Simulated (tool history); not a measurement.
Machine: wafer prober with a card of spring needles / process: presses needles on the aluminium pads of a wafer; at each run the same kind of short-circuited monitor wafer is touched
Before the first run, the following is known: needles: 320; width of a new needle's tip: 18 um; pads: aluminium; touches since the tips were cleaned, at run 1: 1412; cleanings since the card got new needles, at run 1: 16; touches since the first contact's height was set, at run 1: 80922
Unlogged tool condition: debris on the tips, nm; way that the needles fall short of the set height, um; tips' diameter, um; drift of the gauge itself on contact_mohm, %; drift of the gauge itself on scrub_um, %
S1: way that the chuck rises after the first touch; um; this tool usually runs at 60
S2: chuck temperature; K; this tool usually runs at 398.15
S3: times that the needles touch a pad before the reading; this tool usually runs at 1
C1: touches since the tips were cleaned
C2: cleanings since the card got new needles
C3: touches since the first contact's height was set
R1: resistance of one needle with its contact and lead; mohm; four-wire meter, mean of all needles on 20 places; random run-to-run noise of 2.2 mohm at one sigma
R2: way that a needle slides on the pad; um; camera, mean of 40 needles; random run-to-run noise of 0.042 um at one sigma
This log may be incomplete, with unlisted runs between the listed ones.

run,hour,S1,S2,S3,C1,C2,C3,R1,R2
1,0,60,398.15,1,1412,16,80922,245,9.29
2,7.5,60,307.15,1,3864,16,83374,230,9.36
# hour 10: tips cleaned on abrasive film
3,13.8,60,307.15,1,1231,17,85400,227,9.35
4,20.3,60,307.15,1,3349,17,87518,227,9.29
# hour 24.4: tips cleaned on abrasive film
5,29.4,60,398.15,1,1652,18,90488,244,9.3
# hour 38.6: tips cleaned on abrasive film
6,38.6,61,398.15,1,0,19,93465,248,9.53
7,43.9,61,327.15,1,1737,19,95202,231,9.53
8,49.8,60,339.15,1,3668,19,97133,233,9.31
# hour 52.8: tips cleaned on abrasive film
9,59,60,339.15,1,2001,20,100089,234,9.44
# hour 67.4: tips cleaned on abrasive film
10,70.3,52,398.15,1,958,21,103770,248,8.07
11,79.7,52,398.15,1,4045,21,106857,248,8.14
# hour 81.6: tips cleaned on abrasive film
12,86.2,52,398.15,1,1505,22,108930,250,8.16
13,92.4,55,398.15,1,3559,22,110984,249,8.53
# hour 95.7: tips cleaned on abrasive film
14,100.5,60,307.15,1,1569,23,113581,225,9.34
15,109,60,307.15,2,4350,23,116362,228,9.31
# hour 109.9: tips cleaned on abrasive film
16,120.2,60,307.15,2,3357,24,119992,226,9.31
# hour 124: tips cleaned on abrasive film
17,130.6,60,307.15,2,2158,25,123385,229,9.34
18,135.5,60,398.15,3,3748,25,124975,250,9.27
# hour 138.7: tips cleaned on abrasive film
19,143.4,61,350.15,3,1533,26,127522,236,9.46
# hour 153: tips cleaned on abrasive film
20,153,65,309.15,2,0,27,130641,225,10.18
21,162.7,45,309.15,2,3172,27,133813,229,6.99
# hour 167.2: tips cleaned on abrasive film
22,168.1,45,309.15,1,315,28,135565,230,6.97
23,177.4,49,344.15,1,3337,28,138587,234,7.63
# hour 181.6: tips cleaned on abrasive film
24,183.8,49,344.15,1,745,29,140668,239,7.62
25,192.7,77,310.15,1,3661,29,143584,229,11.91
# hour 195.7: tips cleaned on abrasive film
26,202.2,77,310.15,1,2106,30,146634,222,12.07
# hour 210: tips cleaned on abrasive film
27,213.3,77,310.15,1,1080,31,150251,229,11.97
28,221.7,60,351.15,2,3816,31,152987,239,9.29
# hour 224.4: tips cleaned on abrasive film
29,226.9,60,316.15,1,844,32,154679,232,9.31
30,232.5,45,338.15,2,2673,32,156508,238,6.97
# hour 238.5: tips cleaned on abrasive film
31,239.9,64,389.15,2,443,33,158876,246,9.9
32,250.6,56,377.15,1,3942,33,162375,247,8.73
# hour 252.7: tips cleaned on abrasive film
33,261.5,40,336.15,2,2850,34,165907,238,6.16

Alternative continuations, all from the tool just after run 33; predict every row:
# hour 266.8: tips cleaned on abrasive film
A,269.1,65,398.15,1,760,35,168393,?,?
# hour 266.8: tips cleaned on abrasive film
B,269.1,44,398.15,2,760,35,168393,?,?
# hour 266.8: tips cleaned on abrasive film
C,269.1,56,343.15,1,760,35,168393,?,?

run,R1,R2
A,248,10.1
B,251,6.86
C,239,8.72
Take away the tool's hidden state, keep each run's random variation, and the runs would have read:
run,R1,R2
A,248,10.1
B,251,6.86
C,239,8.73
